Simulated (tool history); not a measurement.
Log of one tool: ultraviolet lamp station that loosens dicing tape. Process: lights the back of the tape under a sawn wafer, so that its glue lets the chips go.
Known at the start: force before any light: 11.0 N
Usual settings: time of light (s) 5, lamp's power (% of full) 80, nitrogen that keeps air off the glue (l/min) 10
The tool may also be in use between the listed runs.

run    day  time of light (s)  lamp's power (% of full)  nitrogen that keeps air off the glue (l/min)  force that peels the tape off (N)  light that reached the tape (mJ/cm2)
  1  0.000                  5                        80                                            10                              1.295                                   279
  2  0.192                  5                        95                                            10                              0.895                                   333
  3  0.504                  5                        95                                            10                              0.930                                   332
  4  0.696                  5                        88                                            10                              1.056                                   305
  5  1.067                  5                        70                                            10                              1.662                                   243
  6  1.342                  2                        80                                            10                              4.723                                   114
  7  1.612                  5                        64                                            10                              1.981                                   220
  8  1.958                  5                        80                                            12                              1.154                                   277
  9  2.221                  5                        80                                             4                              2.034                                   326
 10  2.471                  5                        80                                             4                              2.023                                   320
 11  2.858                  5                        80                                             4                              2.029                                   314
 12  3.162                  9                        80                                            10                              0.205                                   575
 13  3.367                  5                        80                                            12                              0.872                                   316
 14  3.658                  5                        80                                            12                              0.857                                   318
 15  3.904                  6                        80                                            10                              0.667                                   374
 16  4.183                  6                        80                                            10                              0.667                                   379
 17  4.596                  6                        67                                             9                              1.101                                   313
 18  5.000                  6                        67                                             9                              1.119                                   313
 19  5.350                  6                        67                                             9                              1.133                                   312
 20  5.708                  6                        67                                             9                              1.135                                   308
 21  6.121                  6                        67                                             9                              1.188                                   311
 22  6.479                  3                        63                                             7                              4.194                                   147
 23  6.779                  6                        80                                            10                              0.703                                   368
 24  7.017                  6                        80                                            10                              0.695                                   366
 25  7.425                  6                        80                                            10                              0.730                                   362
 26  7.858                 10                        68                                             5                              0.634                                   515
 27  8.083                 10                        68                                             5                              0.631                                   512
 28  8.425                  5                        75                                             3                              2.895                                   278
 29  8.804                  5                        75                                             3                              2.990                                   280
 30  9.142                  5                        81                                             8                              1.354                                   300
 31  9.517                  3                        81                                             8                              3.056                                   181
 32  9.917                  3                        90                                             5                              3.570                                   199

Not shown: 1 entry that the log had between the listed runs. Between which runs, and how does the tool's hidden state differ before and after?
Between runs 8 and 9: window cleaned of glue's vapour (day 2.033)
  lamp's light, % of a new lamp's: 95.8 -> 95.7; light that the window lets through, % of a clean one's: 85.5 -> 99.7
  measured less the result without the state, force that peels the tape off (N): +0.427 -> +0.151; light that reached the tape (mJ/cm2): -61 -> -16
